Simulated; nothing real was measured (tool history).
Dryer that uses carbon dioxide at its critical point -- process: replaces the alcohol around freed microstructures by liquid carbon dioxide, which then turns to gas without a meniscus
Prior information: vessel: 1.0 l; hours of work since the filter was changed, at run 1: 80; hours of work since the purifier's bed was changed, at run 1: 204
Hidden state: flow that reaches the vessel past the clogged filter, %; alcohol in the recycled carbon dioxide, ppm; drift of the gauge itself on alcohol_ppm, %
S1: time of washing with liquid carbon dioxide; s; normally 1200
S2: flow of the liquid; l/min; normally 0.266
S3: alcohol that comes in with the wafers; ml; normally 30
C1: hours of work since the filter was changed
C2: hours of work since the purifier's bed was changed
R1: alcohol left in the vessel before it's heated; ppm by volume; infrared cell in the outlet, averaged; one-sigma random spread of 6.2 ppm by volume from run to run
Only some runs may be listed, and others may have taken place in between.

Run 1, day 0: usual settings; C1 80; C2 204. Result: R1 322 ppm by volume.
Run 2, day 0.283: usual settings; C1 85; C2 210. Result: R1 329 ppm by volume.
Run 3, day 0.483: usual settings but S1 1140 s; C1 89; C2 213. Result: R1 408 ppm by volume.
Run 4, day 0.692: usual settings but S1 1140 s; C1 93; C2 217. Result: R1 407 ppm by volume.
Run 5, day 0.925: usual settings but S1 1140 s; C1 97; C2 222. Result: R1 413 ppm by volume.
Run 6, day 1.354: usual settings; C1 105; C2 230. Result: R1 337 ppm by volume.
Run 7, day 1.642: usual settings; C1 111; C2 235. Result: R1 342 ppm by volume.
Run 8, day 1.888: usual settings; C1 115; C2 240. Result: R1 355 ppm by volume.
Run 9, day 2.108: usual settings; C1 120; C2 244. Result: R1 348 ppm by volume.
Run 10, day 2.567: usual settings; C1 128; C2 252. Result: R1 355 ppm by volume.
Run 11, day 2.838: usual settings but S2 0.195 l/min; C1 133; C2 258. Result: R1 1060 ppm by volume.
Run 12, day 3.271: usual settings; C1 141; C2 266. Result: R1 362 ppm by volume.
Run 13, day 3.55: usual settings; C1 147; C2 271. Result: R1 379 ppm by volume.
Run 14, day 3.996: usual settings but S3 43 ml; C1 155; C2 279. Result: R1 498 ppm by volume.
Run 15, day 4.217: usual settings but S3 26 ml; C1 159; C2 283. Result: R1 329 ppm by volume.
Run 16, day 4.438: usual settings but S3 26 ml; C1 163; C2 288. Result: R1 336 ppm by volume.
Run 17, day 4.742: usual settings but S3 26 ml; C1 169; C2 293. Result: R1 343 ppm by volume.
Run 18, day 5.117: usual settings but S3 26 ml; C1 176; C2 300. Result: R1 337 ppm by volume.
Run 19, day 5.579: usual settings but S2 0.318 l/min; C1 185; C2 309. Result: R1 202 ppm by volume.
Run 20, day 5.992: usual settings but S2 0.318 l/min; C1 193; C2 317. Result: R1 203 ppm by volume.
Run 21, day 6.262: usual settings but S2 0.318 l/min; C1 198; C2 322. Result: R1 213 ppm by volume.
Run 22, day 6.604: usual settings but S2 0.318 l/min; C1 204; C2 328. Result: R1 217 ppm by volume.
Run 23, day 6.829: usual settings but S2 0.318 l/min; C1 208; C2 333. Result: R1 222 ppm by volume.
Run 24, day 7.146: usual settings but S3 86 ml; C1 214; C2 338. Result: R1 1019 ppm by volume.
Run 25, day 7.567: usual settings but S1 780 s, S2 0.392 l/min, S3 110 ml; C1 222; C2 346. Result: R1 1533 ppm by volume.
Run 26, day 7.758: usual settings but S1 1860 s, S2 0.218 l/min; C1 226; C2 350. Result: R1 193 ppm by volume.
Run 27, day 8.004: usual settings but S1 1860 s, S2 0.218 l/min; C1 230; C2 355. Result: R1 194 ppm by volume.
Run 28, day 8.383: usual settings but S1 1860 s, S2 0.218 l/min; C1 238; C2 362. Result: R1 195 ppm by volume.
Run 29, day 8.758: usual settings but S1 1080 s, S2 0.223 l/min, S3 117 ml; C1 245; C2 369. Result: R1 4057 ppm by volume.
Run 30, day 9.117: usual settings but S1 720 s, S2 0.267 l/min, S3 102 ml; C1 251; C2 376. Result: R1 6993 ppm by volume.
Run 31, day 9.529: usual settings but S1 900 s, S2 0.175 l/min, S3 102 ml; C1 259; C2 383. Result: R1 11876 ppm by volume.
Run 32, day 9.875: usual settings but S1 1560 s, S2 0.33 l/min, S3 66 ml; C1 265; C2 390. Result: R1 147 ppm by volume.
Run 33, day 10.162: usual settings but S1 960 s, S2 0.33 l/min, S3 22 ml; C1 271; C2 395. Result: R1 365 ppm by volume.
Run 34, day 10.408: usual settings but S1 960 s, S2 0.268 l/min, S3 43 ml; C1 276; C2 400. Result: R1 1315 ppm by volume.
Run 35, day 10.854: usual settings but S1 1380 s, S2 0.249 l/min, S3 112 ml; C1 284; C2 408. Result: R1 1061 ppm by volume.
Run 36, day 11.292: usual settings but S1 1380 s, S2 0.249 l/min, S3 112 ml; C1 292; C2 416. Result: R1 1129 ppm by volume.
Run 37, day 11.725: usual settings but S1 1020 s; C1 300; C2 425. Result: R1 809 ppm by volume.
Run 38, day 12.096: usual settings but S1 1020 s; C1 307; C2 432. Result: R1 824 ppm by volume.
Run 39, day 12.429: usual settings but S1 1380 s, S2 0.251 l/min; C1 314; C2 438. Result: R1 358 ppm by volume.
Run 40, day 12.775: usual settings but S1 1380 s, S2 0.251 l/min, S3 40 ml; C1 320; C2 444. Result: R1 469 ppm by volume.
Run 41, day 12.971: usual settings but S1 1380 s, S2 0.251 l/min, S3 40 ml; C1 324; C2 448. Result: R1 467 ppm by volume.
Run 42, day 13.312: usual settings but S1 1380 s, S2 0.251 l/min, S3 40 ml; C1 330; C2 454. Result: R1 465 ppm by volume.
Run 43, day 13.738: usual settings but S1 1380 s, S2 0.251 l/min, S3 40 ml; C1 338; C2 462. Result: R1 473 ppm by volume.
Run 44, day 14.183: usual settings but S2 0.191 l/min, S3 112 ml; C1 346; C2 471. Result: R1 5081 ppm by volume.
Run 45, day 14.467: usual settings but S1 900 s, S2 0.402 l/min, S3 115 ml; C1 352; C2 476. Result: R1 979 ppm by volume.
Run 46, day 14.838: usual settings but S1 840 s, S2 0.179 l/min, S3 115 ml; C1 359; C2 483. Result: R1 15128 ppm by volume.

Consider 5 possible next runs. They are alternatives, not a sequence: every one starts from the tool as it was left by run 46. What does each give?
Run A, day 15.25: usual settings but S1 1260 s, S2 0.396 l/min, S3 45 ml; C1 366; C2 491. Result: R1 ?.
Run B, day 15.25: usual settings but S1 1320 s; C1 366; C2 491. Result: R1 ?.
Run C, day 15.25: usual settings but S1 1920 s, S3 26 ml; C1 366; C2 491. Result: R1 ?.
Run D, day 15.25: usual settings but S1 900 s; C1 366; C2 491. Result: R1 ?.
Run E, day 15.25: usual settings but S1 840 s, S2 0.427 l/min, S3 115 ml; C1 366; C2 491. Result: R1 ?.

run    R1
  A   169
  B   389
  C   140
  D  1355
  E  1021
Had the tool no hidden state, the same runs would have come out as:
run   R1
  A   22
  B  147
  C    8
  D  815
  E  482
